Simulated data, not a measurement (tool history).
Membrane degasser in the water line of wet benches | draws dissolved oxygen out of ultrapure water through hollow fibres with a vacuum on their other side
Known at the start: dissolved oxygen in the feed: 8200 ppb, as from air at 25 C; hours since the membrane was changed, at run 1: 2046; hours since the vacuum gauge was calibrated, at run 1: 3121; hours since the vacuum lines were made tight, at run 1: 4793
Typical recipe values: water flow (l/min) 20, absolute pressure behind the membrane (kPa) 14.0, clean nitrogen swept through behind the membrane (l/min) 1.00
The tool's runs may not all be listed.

run	day	water flow (l/min)	absolute pressure behind the membrane (kPa)	clean nitrogen swept through behind the membrane (l/min)	hours since the membrane was changed	hours since the vacuum gauge was calibrated	hours since the vacuum lines were made tight	dissolved oxygen in the water behind the degasser (ppb)	pressure that the water loses in the fibres (kPa)
1	0.000	20	14.0	1.00	2046	3121	4793	482.8	68.92
2	2.658	20	14.0	1.00	2110	3184	4856	486.7	69.13
3	4.592	20	14.0	1.00	2156	3231	4903	485.7	69.12
4	7.538	28	14.0	1.00	2227	3302	4973	648.9	97.04
5	11.092	28	14.0	0.97	2312	3387	5059	668.0	96.99
6	13.554	28	14.0	0.97	2371	3446	5118	668.1	96.76
7	15.433	20	10.0	1.00	2416	3491	5163	318.1	69.61
8	17.721	19	14.0	0.52	2471	3546	5218	777.4	65.37
9	19.825	19	14.0	0.52	2522	3596	5268	774.8	65.65
10	21.821	23	29.7	1.84	2570	3644	5316	746.3	80.00

Pick out some run-to-run changes in dissolved oxygen in the water behind the degasser (ppb). Of each, how much would a tool without hidden state show as well, from the settings, what came in and chance, and how much is left for the hidden state and any gauge scatter not in both results compared?
Hidden conditions of the tool in this case: membrane still open, %; true pressure behind the membrane over the reading, kPa; air that leaks in behind the membrane, l/min; drift of the gauge itself on oxygen_ppb, %; drift of the gauge itself on loss_of_pressure_kpa, %.
Run 7 -> 8: water flow (l/min) 20 -> 19, absolute pressure behind the membrane (kPa) 10.0 -> 14.0, clean nitrogen swept through behind the membrane (l/min) 1.00 -> 0.52. dissolved oxygen in the water behind the degasser (ppb) +459.3: hidden state +7.1, all else +452.2.
